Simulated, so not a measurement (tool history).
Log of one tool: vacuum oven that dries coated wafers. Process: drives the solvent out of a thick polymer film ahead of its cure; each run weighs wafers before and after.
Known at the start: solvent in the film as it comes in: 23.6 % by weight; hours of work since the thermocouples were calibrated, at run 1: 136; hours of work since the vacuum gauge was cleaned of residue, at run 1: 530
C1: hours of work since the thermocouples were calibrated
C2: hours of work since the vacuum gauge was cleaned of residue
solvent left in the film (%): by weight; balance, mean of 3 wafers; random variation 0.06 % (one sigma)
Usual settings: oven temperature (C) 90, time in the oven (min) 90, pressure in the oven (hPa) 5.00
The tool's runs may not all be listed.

run 1 day=0.000 | oven_temperature_(C)=90 time_in_the_oven_(min)=90 pressure_in_the_oven_(hPa)=5.00 | C1=136 C2=530 | solvent_left_in_the_film_(%)=3.55
run 2 day=1.112 | oven_temperature_(C)=90 time_in_the_oven_(min)=90 pressure_in_the_oven_(hPa)=5.00 | C1=153 C2=546 | solvent_left_in_the_film_(%)=3.47
run 3 day=2.046 | oven_temperature_(C)=90 time_in_the_oven_(min)=90 pressure_in_the_oven_(hPa)=5.00 | C1=166 C2=559 | solvent_left_in_the_film_(%)=3.42
run 4 day=2.821 | oven_temperature_(C)=81 time_in_the_oven_(min)=90 pressure_in_the_oven_(hPa)=5.00 | C1=177 C2=570 | solvent_left_in_the_film_(%)=7.18
run 5 day=3.721 | oven_temperature_(C)=81 time_in_the_oven_(min)=61 pressure_in_the_oven_(hPa)=5.00 | C1=190 C2=583 | solvent_left_in_the_film_(%)=9.86
run 6 day=4.304 | oven_temperature_(C)=90 time_in_the_oven_(min)=59 pressure_in_the_oven_(hPa)=5.00 | C1=199 C2=592 | solvent_left_in_the_film_(%)=6.05
run 7 day=4.842 | oven_temperature_(C)=90 time_in_the_oven_(min)=59 pressure_in_the_oven_(hPa)=5.00 | C1=207 C2=600 | solvent_left_in_the_film_(%)=6.40
run 8 day=5.854 | oven_temperature_(C)=90 time_in_the_oven_(min)=59 pressure_in_the_oven_(hPa)=5.00 | C1=221 C2=614 | solvent_left_in_the_film_(%)=6.26
run 9 day=6.992 | oven_temperature_(C)=90 time_in_the_oven_(min)=59 pressure_in_the_oven_(hPa)=5.00 | C1=238 C2=631 | solvent_left_in_the_film_(%)=6.35
run 10 day=7.854 | oven_temperature_(C)=90 time_in_the_oven_(min)=59 pressure_in_the_oven_(hPa)=5.00 | C1=250 C2=643 | solvent_left_in_the_film_(%)=6.16
run 11 day=8.796 | oven_temperature_(C)=90 time_in_the_oven_(min)=90 pressure_in_the_oven_(hPa)=2.89 | C1=264 C2=657 | solvent_left_in_the_film_(%)=3.52
run 12 day=9.850 | oven_temperature_(C)=90 time_in_the_oven_(min)=90 pressure_in_the_oven_(hPa)=2.89 | C1=279 C2=672 | solvent_left_in_the_film_(%)=3.53
run 13 day=10.442 | oven_temperature_(C)=90 time_in_the_oven_(min)=90 pressure_in_the_oven_(hPa)=5.00 | C1=288 C2=681 | solvent_left_in_the_film_(%)=3.60
run 14 day=11.104 | oven_temperature_(C)=90 time_in_the_oven_(min)=90 pressure_in_the_oven_(hPa)=5.00 | C1=297 C2=690 | solvent_left_in_the_film_(%)=3.53
run 15 day=11.862 | oven_temperature_(C)=90 time_in_the_oven_(min)=90 pressure_in_the_oven_(hPa)=5.00 | C1=308 C2=701 | solvent_left_in_the_film_(%)=3.57
run 16 day=12.512 | oven_temperature_(C)=82 time_in_the_oven_(min)=90 pressure_in_the_oven_(hPa)=5.00 | C1=318 C2=711 | solvent_left_in_the_film_(%)=6.90
run 17 day=13.250 | oven_temperature_(C)=82 time_in_the_oven_(min)=90 pressure_in_the_oven_(hPa)=5.00 | C1=328 C2=721 | solvent_left_in_the_film_(%)=6.89
run 18 day=14.267 | oven_temperature_(C)=82 time_in_the_oven_(min)=90 pressure_in_the_oven_(hPa)=5.00 | C1=343 C2=736 | solvent_left_in_the_film_(%)=6.92
run 19 day=15.179 | oven_temperature_(C)=82 time_in_the_oven_(min)=90 pressure_in_the_oven_(hPa)=5.00 | C1=356 C2=749 | solvent_left_in_the_film_(%)=7.01
run 20 day=15.825 | oven_temperature_(C)=89 time_in_the_oven_(min)=62 pressure_in_the_oven_(hPa)=8.93 | C1=365 C2=759 | solvent_left_in_the_film_(%)=6.56
run 21 day=16.854 | oven_temperature_(C)=89 time_in_the_oven_(min)=62 pressure_in_the_oven_(hPa)=8.93 | C1=380 C2=773 | solvent_left_in_the_film_(%)=6.50
run 22 day=17.912 | oven_temperature_(C)=84 time_in_the_oven_(min)=91 pressure_in_the_oven_(hPa)=12.45 | C1=396 C2=789 | solvent_left_in_the_film_(%)=6.21
run 23 day=18.758 | oven_temperature_(C)=77 time_in_the_oven_(min)=150 pressure_in_the_oven_(hPa)=7.99 | C1=408 C2=801 | solvent_left_in_the_film_(%)=5.75
run 24 day=19.604 | oven_temperature_(C)=77 time_in_the_oven_(min)=150 pressure_in_the_oven_(hPa)=7.99 | C1=420 C2=813 | solvent_left_in_the_film_(%)=5.67
run 25 day=20.396 | oven_temperature_(C)=93 time_in_the_oven_(min)=45 pressure_in_the_oven_(hPa)=16.38 | C1=432 C2=825 | solvent_left_in_the_film_(%)=7.29
run 26 day=20.983 | oven_temperature_(C)=93 time_in_the_oven_(min)=65 pressure_in_the_oven_(hPa)=6.47 | C1=440 C2=833 | solvent_left_in_the_film_(%)=4.70
run 27 day=21.467 | oven_temperature_(C)=77 time_in_the_oven_(min)=65 pressure_in_the_oven_(hPa)=6.47 | C1=447 C2=840 | solvent_left_in_the_film_(%)=11.18
run 28 day=22.379 | oven_temperature_(C)=77 time_in_the_oven_(min)=56 pressure_in_the_oven_(hPa)=7.81 | C1=460 C2=853 | solvent_left_in_the_film_(%)=12.24
run 29 day=22.912 | oven_temperature_(C)=94 time_in_the_oven_(min)=86 pressure_in_the_oven_(hPa)=7.81 | C1=468 C2=861 | solvent_left_in_the_film_(%)=2.63
run 30 day=23.471 | oven_temperature_(C)=94 time_in_the_oven_(min)=120 pressure_in_the_oven_(hPa)=6.35 | C1=476 C2=869 | solvent_left_in_the_film_(%)=1.28
run 31 day=24.054 | oven_temperature_(C)=94 time_in_the_oven_(min)=120 pressure_in_the_oven_(hPa)=6.35 | C1=485 C2=878 | solvent_left_in_the_film_(%)=1.29
run 32 day=24.612 | oven_temperature_(C)=94 time_in_the_oven_(min)=120 pressure_in_the_oven_(hPa)=6.35 | C1=493 C2=886 | solvent_left_in_the_film_(%)=1.32
run 33 day=25.125 | oven_temperature_(C)=90 time_in_the_oven_(min)=90 pressure_in_the_oven_(hPa)=3.89 | C1=500 C2=893 | solvent_left_in_the_film_(%)=3.72
run 34 day=26.150 | oven_temperature_(C)=85 time_in_the_oven_(min)=90 pressure_in_the_oven_(hPa)=5.00 | C1=515 C2=908 | solvent_left_in_the_film_(%)=5.72
run 35 day=26.638 | oven_temperature_(C)=76 time_in_the_oven_(min)=149 pressure_in_the_oven_(hPa)=3.93 | C1=522 C2=915 | solvent_left_in_the_film_(%)=6.26

Hidden state or all else? Some run-to-run changes of solvent left in the film (%), split into what the settings, what came in and random variation would give without the hidden state, and what is left for the hidden state (with any gauge scatter that isn't in both results):
The hidden state here: true wafer temperature over the reading, C; true pressure over the reading, kPa; drift of the gauge itself on solvent_pct, %.
Run 5 -> 6: oven temperature (C) 81 -> 90, time in the oven (min) 61 -> 59. solvent left in the film (%) -3.81: hidden state +0.00, all else -3.81.
Run 26 -> 27: oven temperature (C) 93 -> 77. solvent left in the film (%) +6.48: hidden state +0.03, all else +6.45.
Run 28 -> 29: oven temperature (C) 77 -> 94, time in the oven (min) 56 -> 86. solvent left in the film (%) -9.61: hidden state -0.07, all else -9.54.
Run 32 -> 33: oven temperature (C) 94 -> 90, time in the oven (min) 120 -> 90, pressure in the oven (hPa) 6.35 -> 3.89. solvent left in the film (%) +2.40: hidden state +0.15, all else +2.25.
Run 33 -> 34: oven temperature (C) 90 -> 85, pressure in the oven (hPa) 3.89 -> 5.00. solvent left in the film (%) +2.00: hidden state +0.08, all else +1.92.
Run 34 -> 35: oven temperature (C) 85 -> 76, time in the oven (min) 90 -> 149, pressure in the oven (hPa) 5.00 -> 3.93. solvent left in the film (%) +0.54: hidden state +0.08, all else +0.46.
